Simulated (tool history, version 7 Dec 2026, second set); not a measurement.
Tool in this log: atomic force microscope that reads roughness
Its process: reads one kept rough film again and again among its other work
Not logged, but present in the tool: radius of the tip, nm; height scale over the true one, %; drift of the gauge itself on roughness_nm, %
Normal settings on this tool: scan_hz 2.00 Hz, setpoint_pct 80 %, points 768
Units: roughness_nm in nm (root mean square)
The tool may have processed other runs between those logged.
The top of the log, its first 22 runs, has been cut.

run,hour,scan_hz,setpoint_pct,points,pictures with this tip,hours of work since the height scale was calibrated,roughness_nm
23,316.6,3.52,80,677,136,158,2.790
24,328.9,1.11,79,768,146,163,3.370
25,343.2,1.11,79,768,157,169,3.348
26,362.0,1.99,80,1016,172,177,3.051
# hour 364.7: new tip fitted
27,371.5,1.99,80,1016,5,181,3.521
28,388.9,1.99,80,288,19,189,3.477
# hour 391.2: height scale calibrated on a step standard
29,403.8,1.99,80,288,30,5,3.420
30,413.7,2.36,80,768,38,10,3.338
31,430.8,2.36,82,768,51,17,3.213
# hour 433.1: height scale calibrated on a step standard, once more
32,445.4,2.36,89,768,62,5,2.952
33,461.4,2.36,89,768,75,12,2.888
34,477.3,2.00,84,768,87,19,3.144
35,495.2,2.00,84,768,102,27,3.134
36,513.1,2.00,84,768,116,35,3.083
37,522.0,2.00,65,768,123,38,3.487
38,537.6,1.19,80,463,135,45,3.337
39,551.2,2.26,68,463,146,51,3.331
40,561.0,2.26,68,463,154,55,3.303
41,572.8,2.26,68,463,163,60,3.292

Forecast each of these 3 alternatives for the next run:
A,583.7,2.00,80,627,172,65,?
B,583.7,2.26,62,286,172,65,?
C,583.7,2.03,77,463,172,65,?

run,roughness_nm
A,3.050
B,3.327
C,3.118
The same runs, with their run-to-run variation unchanged, on a tool lacking any hidden condition would have given:
run,roughness_nm
A,3.574
B,3.900
C,3.654
